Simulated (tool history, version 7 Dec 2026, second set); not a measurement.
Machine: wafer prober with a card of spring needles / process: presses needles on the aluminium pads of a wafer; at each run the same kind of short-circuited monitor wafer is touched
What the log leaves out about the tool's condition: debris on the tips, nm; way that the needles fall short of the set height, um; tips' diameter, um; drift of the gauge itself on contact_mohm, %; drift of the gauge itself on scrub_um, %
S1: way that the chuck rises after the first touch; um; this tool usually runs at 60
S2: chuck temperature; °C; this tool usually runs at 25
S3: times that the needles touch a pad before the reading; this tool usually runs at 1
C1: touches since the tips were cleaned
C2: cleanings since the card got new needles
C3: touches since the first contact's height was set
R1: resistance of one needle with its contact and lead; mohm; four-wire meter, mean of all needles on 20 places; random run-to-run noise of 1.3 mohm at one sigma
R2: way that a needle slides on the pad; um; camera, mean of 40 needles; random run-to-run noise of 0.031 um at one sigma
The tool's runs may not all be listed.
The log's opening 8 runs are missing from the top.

Run 9, hour 55.5: usual settings but S1 43 um; C1 3214; C2 8; C3 41164. Result: R1 119 mohm, R2 8.94 um.
At hour 61.0: tips cleaned on abrasive film.
Run 10, hour 61.0: usual settings but S1 43 um; C1 5; C2 9; C3 42374. Result: R1 120 mohm, R2 8.92 um.
Run 11, hour 67.8: usual settings; C1 1517; C2 9; C3 43886. Result: R1 113 mohm, R2 12.46 um.
Run 12, hour 78.7: usual settings; C1 3922; C2 9; C3 46291. Result: R1 112 mohm, R2 12.50 um.
At hour 80.3: tips cleaned on abrasive film.
Run 13, hour 85.9: usual settings; C1 1247; C2 10; C3 47880. Result: R1 111 mohm, R2 12.43 um.
Run 14, hour 91.2: usual settings; C1 2422; C2 10; C3 49055. Result: R1 113 mohm, R2 12.50 um.
Run 15, hour 98.1: usual settings but S2 65 °C; C1 3945; C2 10; C3 50578. Result: R1 120 mohm, R2 12.57 um.
At hour 100.1: tips cleaned on abrasive film.
Run 16, hour 103.9: usual settings but S1 49 um, S2 39 °C, S3 3; C1 849; C2 11; C3 51845. Result: R1 120 mohm, R2 10.18 um.
Run 17, hour 111.5: usual settings but S1 54 um, S2 61 °C, S3 3; C1 2533; C2 11; C3 53529. Result: R1 117 mohm, R2 11.27 um.
At hour 119.3: tips cleaned on abrasive film.
Run 18, hour 120.7: usual settings but S1 50 um, S2 64 °C; C1 300; C2 12; C3 55557. Result: R1 124 mohm, R2 10.43 um.
Run 19, hour 131.2: usual settings but S1 50 um, S2 64 °C, S3 3; C1 2636; C2 12; C3 57893. Result: R1 125 mohm, R2 10.45 um.
At hour 139.1: tips cleaned on abrasive film.
Run 20, hour 139.2: usual settings but S1 50 um, S2 64 °C, S3 3; C1 8; C2 13; C3 59638. Result: R1 123 mohm, R2 10.40 um.
Run 21, hour 146.3: usual settings; C1 1596; C2 13; C3 61226. Result: R1 112 mohm, R2 12.54 um.
Run 22, hour 155.8: usual settings but S2 65 °C, S3 3; C1 3711; C2 13; C3 63341. Result: R1 121 mohm, R2 12.52 um.
At hour 158.8: tips cleaned on abrasive film.
Run 23, hour 165.4: usual settings but S2 64 °C; C1 1457; C2 14; C3 65433. Result: R1 119 mohm, R2 12.51 um.
Run 24, hour 175.9: usual settings but S2 64 °C; C1 3796; C2 14; C3 67772. Result: R1 118 mohm, R2 12.60 um.
At hour 178.1: tips cleaned on abrasive film.
Run 25, hour 183.4: usual settings but S1 51 um, S2 39 °C; C1 1186; C2 15; C3 69426. Result: R1 120 mohm, R2 10.61 um.
Run 26, hour 193.5: usual settings but S1 51 um, S2 39 °C; C1 3413; C2 15; C3 71653. Result: R1 116 mohm, R2 10.68 um.
At hour 194.7: gauge calibrated.
At hour 197.4: tips cleaned on abrasive film.
Run 27, hour 202.9: usual settings but S1 51 um, S2 39 °C; C1 1234; C2 16; C3 73729. Result: R1 120 mohm, R2 10.53 um.
Run 28, hour 209.4: usual settings but S1 72 um; C1 2685; C2 16; C3 75180. Result: R1 110 mohm, R2 14.87 um.
At hour 217.0: tips cleaned on abrasive film.
Run 29, hour 218.8: usual settings but S1 43 um, S2 82 °C, S3 2; C1 400; C2 17; C3 77228. Result: R1 128 mohm, R2 8.89 um.
Run 30, hour 227.3: usual settings but S1 42 um, S2 94 °C, S3 2; C1 2297; C2 17; C3 79125. Result: R1 134 mohm, R2 8.70 um.

Each row is a separate what-if for the run after 30, all from the same tool condition, not one after another. Results?
Run A, hour 234.8: usual settings but S1 76 um, S2 86 °C, S3 2; C1 3967; C2 17; C3 80795. Result: R1 ?, R2 ?.
Run B, hour 234.8: usual settings but S2 43 °C; C1 3967; C2 17; C3 80795. Result: R1 ?, R2 ?.
Run C, hour 234.8: usual settings but S1 70 um, S2 45 °C, S3 2; C1 3967; C2 17; C3 80795. Result: R1 ?, R2 ?.

run   R1     R2
  A  118  15.72
  B  116  12.42
  C  113  14.52
Stripped of hidden state, with their random variation kept, the same runs would have yielded:
run   R1     R2
  A  118  15.68
  B  115  12.38
  C  113  14.48

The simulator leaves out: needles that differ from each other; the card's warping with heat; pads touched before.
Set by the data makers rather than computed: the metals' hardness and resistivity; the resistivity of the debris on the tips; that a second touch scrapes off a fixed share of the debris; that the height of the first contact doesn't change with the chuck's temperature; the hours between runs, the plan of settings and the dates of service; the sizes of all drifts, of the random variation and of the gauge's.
